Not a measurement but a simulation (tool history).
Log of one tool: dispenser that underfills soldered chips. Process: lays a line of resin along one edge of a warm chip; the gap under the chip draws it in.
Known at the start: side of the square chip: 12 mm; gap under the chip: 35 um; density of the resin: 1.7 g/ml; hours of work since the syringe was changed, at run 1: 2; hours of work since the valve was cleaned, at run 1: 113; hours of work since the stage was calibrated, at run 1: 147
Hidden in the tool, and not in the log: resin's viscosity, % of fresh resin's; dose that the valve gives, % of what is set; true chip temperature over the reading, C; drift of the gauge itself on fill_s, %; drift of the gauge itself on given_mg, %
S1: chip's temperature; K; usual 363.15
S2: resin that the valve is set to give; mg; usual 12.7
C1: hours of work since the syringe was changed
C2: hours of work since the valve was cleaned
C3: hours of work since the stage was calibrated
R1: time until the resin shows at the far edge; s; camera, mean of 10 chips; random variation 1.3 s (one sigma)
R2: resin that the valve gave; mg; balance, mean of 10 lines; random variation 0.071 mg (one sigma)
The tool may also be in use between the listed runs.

run,hour,S1,S2,C1,C2,C3,R1,R2
1,0,363.15,12.7,2,113,147,142.8,11.77
2,2.8,363.15,12.7,4,115,149,157,11.68
3,8.8,363.15,10.8,9,120,154,200.1,9.96
# hour 10.1: new syringe of resin
4,14.6,363.15,10.8,3,124,158,157.2,9.84
5,18.7,363.15,12.7,7,127,161,171.3,11.58
# hour 23.5: new syringe of resin
6,24.1,363.15,10.9,0,131,165,144.6,9.9
7,29.2,370.15,12.7,4,135,169,115.7,11.53
8,33.9,370.15,12.7,8,139,173,133.7,11.5
# hour 36.3: dispensing valve cleaned and set on the balance
# hour 37.6: new syringe of resin
9,41.3,360.15,12.7,3,4,177,164.5,12.57
10,46.4,360.15,11.8,7,7,181,197.8,11.79
11,49.3,363.15,15.4,9,10,183,182.4,15.2
# hour 51: new syringe of resin
12,54.6,363.15,11,3,13,187,146.4,10.87
13,57.6,363.15,12.2,5,16,189,158,12.02
14,63.2,360.15,12.7,9,20,194,212.5,12.48
# hour 64.3: new syringe of resin
15,69,363.15,12.1,4,24,198,153.2,11.87
16,72.8,363.15,12.7,6,27,201,173,12.46
# hour 77.4: new syringe of resin
17,78.5,363.15,12.7,1,31,205,132.9,12.49
18,82.1,354.15,12.7,4,34,208,221.4,12.39
19,88.2,354.15,12.7,8,39,212,268.9,12.3
# hour 90.7: new syringe of resin
20,91.8,348.15,14.6,1,41,215,259.4,14.08
21,97.4,374.15,16.1,5,45,219,97.4,15.65
22,101.6,378.15,12.7,8,49,222,97.7,12.22
# hour 104: new syringe of resin
23,105.1,371.15,16.4,1,51,225,93.3,15.88
24,110.2,367.15,11.4,5,55,229,140.2,10.94
25,113.5,363.15,12.7,7,57,231,177.6,12.14
# hour 117.2: new syringe of resin
26,119.7,363.15,12.7,2,62,236,140.3,12.25
27,125.6,363.15,12.7,6,66,240,169.3,12.2
# hour 130.5: new syringe of resin
28,131.1,353.15,15.7,1,70,244,204.7,14.87
29,137,356.15,15.8,5,75,248,217.9,14.96
30,140.3,356.15,15.8,8,77,251,244.2,14.97
# hour 143.5: new syringe of resin
31,143.9,361.15,12.1,0,80,254,147.8,11.41
32,147.8,361.15,12.1,3,83,256,166,11.3
33,151.3,366.15,11.4,6,86,259,150,10.84
34,154,372.15,12.7,8,88,261,126.5,12.03
# hour 156.8: new syringe of resin
35,159.5,372.15,12.7,2,92,265,98.4,11.97
36,163.6,368.15,14.2,5,95,268,131.7,13.37

4 ways to go on from here, each from the tool as it stands after run 36. What would each give?
A,168.6,368.15,13,9,99,272,?,?
B,168.6,352.15,14.2,9,99,272,?,?
C,168.6,363.15,15.5,9,99,272,?,?
D,168.6,377.15,12.7,9,99,272,?,?

run,R1,R2
A,157.4,12.2
B,318.7,13.32
C,191.3,14.46
D,110,11.87
Without the tool's hidden state the same runs would have given:
run,R1,R2
A,100.7,13.06
B,203.5,14.27
C,123.2,15.49
D,70.3,12.72

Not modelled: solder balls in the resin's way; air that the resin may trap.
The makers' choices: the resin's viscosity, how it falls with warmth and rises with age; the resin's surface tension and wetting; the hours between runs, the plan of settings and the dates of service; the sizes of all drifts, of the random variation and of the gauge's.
